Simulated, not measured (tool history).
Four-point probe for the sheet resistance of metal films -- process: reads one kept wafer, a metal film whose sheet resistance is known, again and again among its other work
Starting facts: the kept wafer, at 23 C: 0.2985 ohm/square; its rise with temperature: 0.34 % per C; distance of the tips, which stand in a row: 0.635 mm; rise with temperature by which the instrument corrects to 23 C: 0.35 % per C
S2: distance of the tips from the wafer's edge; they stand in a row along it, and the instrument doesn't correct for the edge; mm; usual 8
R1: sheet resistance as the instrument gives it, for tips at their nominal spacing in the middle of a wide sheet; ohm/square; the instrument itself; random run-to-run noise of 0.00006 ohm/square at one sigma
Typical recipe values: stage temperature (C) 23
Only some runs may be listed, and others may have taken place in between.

run 1 day=0 | stage_temperature_(C)=23 S2=8 | R1=0.29914
run 2 day=1.421 | stage_temperature_(C)=32 S2=8 | R1=0.299035
run 3 day=2.829 | stage_temperature_(C)=32 S2=55 | R1=0.29808
run 4 day=4.712 | stage_temperature_(C)=32 S2=55 | R1=0.297933
run 5 day=6.329 | stage_temperature_(C)=32 S2=55 | R1=0.298035
run 6 day=7.358 | stage_temperature_(C)=23 S2=8 | R1=0.299133
run 7 day=9.567 | stage_temperature_(C)=23 S2=8 | R1=0.299192
run 8 day=10.767 | stage_temperature_(C)=23 S2=8 | R1=0.299028
run 9 day=12.538 | stage_temperature_(C)=23 S2=8 | R1=0.299136
run 10 day=14.271 | stage_temperature_(C)=23 S2=8 | R1=0.299078
run 11 day=15.604 | stage_temperature_(C)=23 S2=14 | R1=0.298343
run 12 day=17.088 | stage_temperature_(C)=23 S2=51 | R1=0.298107
run 13 day=19.246 | stage_temperature_(C)=23 S2=6 | R1=0.299759
run 14 day=21.112 | stage_temperature_(C)=23 S2=6 | R1=0.299696
-- day=22.042 stage's thermometer calibrated
run 15 day=22.862 | stage_temperature_(C)=23 S2=6 | R1=0.29949
run 16 day=24.575 | stage_temperature_(C)=23 S2=6 | R1=0.299586
run 17 day=26.317 | stage_temperature_(C)=23 S2=6 | R1=0.299434
run 18 day=27.708 | stage_temperature_(C)=23 S2=14 | R1=0.297999
run 19 day=29.05 | stage_temperature_(C)=23 S2=8 | R1=0.298602
run 20 day=30.367 | stage_temperature_(C)=32 S2=20 | R1=0.297618
run 21 day=31.658 | stage_temperature_(C)=25 S2=8 | R1=0.298494
run 22 day=33.812 | stage_temperature_(C)=19 S2=17 | R1=0.297878

Expected results for the next run?
run 23 day=35.792 | stage_temperature_(C)=21 S2=5 | R1=?

R1: 0.300229 ohm/square
If the tool had no hidden condition, the same run with the same run-to-run variation would have returned R1 0.301195 ohm/square.
